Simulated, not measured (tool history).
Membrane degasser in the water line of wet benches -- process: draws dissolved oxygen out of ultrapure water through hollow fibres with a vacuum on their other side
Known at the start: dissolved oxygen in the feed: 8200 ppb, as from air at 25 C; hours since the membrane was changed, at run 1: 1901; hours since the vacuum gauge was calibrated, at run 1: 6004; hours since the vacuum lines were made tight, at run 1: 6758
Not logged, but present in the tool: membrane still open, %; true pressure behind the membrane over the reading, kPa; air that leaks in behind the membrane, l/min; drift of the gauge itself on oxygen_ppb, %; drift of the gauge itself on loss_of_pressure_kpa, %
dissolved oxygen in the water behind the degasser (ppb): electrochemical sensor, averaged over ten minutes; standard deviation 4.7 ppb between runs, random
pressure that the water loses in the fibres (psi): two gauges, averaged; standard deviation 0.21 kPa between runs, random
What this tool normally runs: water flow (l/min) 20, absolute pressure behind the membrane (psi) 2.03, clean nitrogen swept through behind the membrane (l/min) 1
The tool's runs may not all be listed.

run    hour  water flow (l/min)  absolute pressure behind the membrane (psi)  clean nitrogen swept through behind the membrane (l/min)  hours since the membrane was changed  hours since the vacuum gauge was calibrated  hours since the vacuum lines were made tight  dissolved oxygen in the water behind the degasser (ppb)  pressure that the water loses in the fibres (psi)
  1       0                  20                                         2.03                                                         1                                  1901                                         6004                                          6758                                                    575.7                                              6.885
  2    64.8                  20                                         1.75                                                         1                                  1966                                         6069                                          6823                                                    500.5                                              6.854
  3   153.3                  20                                         2.03                                                      0.46                                  2054                                         6157                                          6911                                                    954.1                                              6.824
  4   293.9                  20                                         2.03                                                      0.46                                  2195                                         6298                                          7052                                                    962.4                                              6.817
  5   389.8                  20                                         2.03                                                      0.46                                  2291                                         6394                                          7148                                                    968.8                                              6.836
  6   528.8                  20                                         2.03                                                      0.46                                  2430                                         6533                                          7287                                                    957.6                                              6.815
      575.8  -- vacuum gauge calibrated
  7   633.8                  20                                         2.03                                                      0.46                                  2534                                           58                                          7391                                                    954.1                                              6.831
  8   746.9                  20                                         2.03                                                      0.46                                  2647                                          171                                          7504                                                    941.7                                               6.92
  9   831.8                  20                                         2.03                                                      0.46                                  2732                                          256                                          7589                                                    951.6                                              6.859
 10   894.2                  20                                         2.03                                                      0.46                                  2794                                          318                                          7651                                                    958.6                                               6.87
 11  1023.7                  20                                         2.03                                                         1                                  2924                                          448                                          7781                                                    576.8                                              6.852
 12  1143.3                  20                                         2.03                                                         1                                  3044                                          568                                          7901                                                    573.1                                              6.883
 13  1287.1                  20                                         2.03                                                         1                                  3187                                          711                                          8044                                                    585.3                                              6.857
 14  1406.7                  20                                         2.03                                                         1                                  3307                                          831                                          8164                                                    580.5                                              6.853
 15  1543.5                  20                                         2.03                                                         1                                  3444                                          968                                          8301                                                    570.3                                              6.856
 16  1629.1                  20                                         2.03                                                         1                                  3529                                         1053                                          8386                                                    569.5                                              6.902
 17  1696.4                  20                                         2.03                                                         1                                  3597                                         1121                                          8454                                                    582.2                                              6.814
 18  1769.3                  14                                         4.79                                                      0.73                                  3670                                         1194                                          8527                                                   1164.4                                              4.849
 19  1851.5                  16                                         4.87                                                      0.55                                  3752                                         1276                                          8609                                                   1622.8                                              5.506
 20  1939.7                  16                                         4.87                                                      0.55                                  3840                                         1364                                          8697                                                   1599.4                                              5.527
 21  2058.6                  20                                         2.93                                                      0.78                                  3959                                         1483                                          8816                                                      955                                              6.899
 22  2133.4                  19                                         1.33                                                         1                                  4034                                         1558                                          8891                                                      356                                              6.617
 23    2232                  19                                         1.33                                                         1                                  4132                                         1656                                          8989                                                    358.9                                               6.55
 24  2312.5                  19                                         1.33                                                         1                                  4213                                         1737                                          9070                                                    358.7                                              6.602
 25  2387.5                  19                                         1.33                                                         1                                  4288                                         1812                                          9145                                                    364.7                                              6.592
 26  2518.9                  13                                         2.84                                                      0.68                                  4419                                         1943                                          9276                                                    688.6                                              4.512
 27  2629.5                  31                                         1.96                                                      0.58                                  4530                                         2054                                          9387                                                   1220.1                                             10.739
 28  2735.3                  13                                         1.28                                                         1                                  4636                                         2160                                          9493                                                    201.4                                              4.479
 29  2848.5                  13                                         1.28                                                         1                                  4749                                         2273                                          9606                                                    201.4                                              4.503
     2871.1  -- seals of the vacuum lines changed
 30  2993.5                  23                                         4.93                                                         1                                  4892                                         2416                                           122                                                   1467.5                                              7.971
 31  3100.3                  23                                         2.67                                                      0.48                                  4999                                         2523                                           229                                                   1383.7                                              7.976

Selected run-to-run steps in pressure that the water loses in the fibres (psi), each split into two signed amounts: the part the tool would show with no hidden state at all (from settings, incoming material and random variation), and the remainder, which goes to the hidden state together with any gauge scatter not common to the measured and the hidden-state-free results:
Run 26 -> 27: water flow (l/min) 13 -> 31, absolute pressure behind the membrane (psi) 2.84 -> 1.96, clean nitrogen swept through behind the membrane (l/min) 0.68 -> 0.58. pressure that the water loses in the fibres (psi) +6.226: hidden state +0.117, all else +6.109.
Run 27 -> 28: water flow (l/min) 31 -> 13, absolute pressure behind the membrane (psi) 1.96 -> 1.28, clean nitrogen swept through behind the membrane (l/min) 0.58 -> 1. pressure that the water loses in the fibres (psi) -6.26: hidden state -0.112, all else -6.148.
Run 29 -> 30: water flow (l/min) 13 -> 23, absolute pressure behind the membrane (psi) 1.28 -> 4.93, seals of the vacuum lines changed. pressure that the water loses in the fibres (psi) +3.468: hidden state +0.075, all else +3.392.

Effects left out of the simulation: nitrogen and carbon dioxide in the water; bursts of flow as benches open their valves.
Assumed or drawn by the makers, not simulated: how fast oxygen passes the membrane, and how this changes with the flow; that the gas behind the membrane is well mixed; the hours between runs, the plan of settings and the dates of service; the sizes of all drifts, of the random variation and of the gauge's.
